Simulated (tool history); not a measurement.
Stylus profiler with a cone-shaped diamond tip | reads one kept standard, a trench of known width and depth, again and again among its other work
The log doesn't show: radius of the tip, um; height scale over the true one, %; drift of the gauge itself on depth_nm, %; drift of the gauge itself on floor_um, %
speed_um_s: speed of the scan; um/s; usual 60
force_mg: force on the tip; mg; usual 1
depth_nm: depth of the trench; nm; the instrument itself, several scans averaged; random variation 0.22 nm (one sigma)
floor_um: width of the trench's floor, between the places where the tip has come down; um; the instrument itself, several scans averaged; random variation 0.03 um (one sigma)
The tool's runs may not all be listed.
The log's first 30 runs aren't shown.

run	hour	speed_um_s	force_mg	scans with this tip	hours of work since the height scale was calibrated	depth_nm	floor_um
31	2282.3	33	0.55	25244	264	1002.12	45.76
32	2363.2	33	0.55	25653	318	1002.1	45.78
33	2437.6	61	1	26031	367	1003.61	45.79
34	2510.1	61	1	26398	415	1003.6	45.8
35	2591.5	38	2.3	26811	469	1005.99	45.94
36	2661.3	125	0.37	27164	515	1001.46	45.33
# hour 2715.1: new tip fitted, height scale calibrated
37	2722.2	125	0.37	36	5	1001.73	45.36
38	2798.1	90	0.37	421	55	1001.73	45.53
39	2902	90	0.37	947	124	1001.34	45.58
40	2997.7	60	0.35	1432	187	1001.71	45.69
41	3095.7	60	1.54	1929	252	1004.77	45.85
42	3150.9	38	1.92	2209	288	1004.99	45.91
43	3230.8	38	1.92	2614	341	1005.22	45.88

The next listed run, before its measurement:
44	3339.4	87	1	3164	413	?	?

{"run 44": {"depth_nm": 1002.89, "floor_um": 45.69}}
Without the tool's hidden state the same run would have given depth_nm 1002.9 nm, floor_um 45.69 um.

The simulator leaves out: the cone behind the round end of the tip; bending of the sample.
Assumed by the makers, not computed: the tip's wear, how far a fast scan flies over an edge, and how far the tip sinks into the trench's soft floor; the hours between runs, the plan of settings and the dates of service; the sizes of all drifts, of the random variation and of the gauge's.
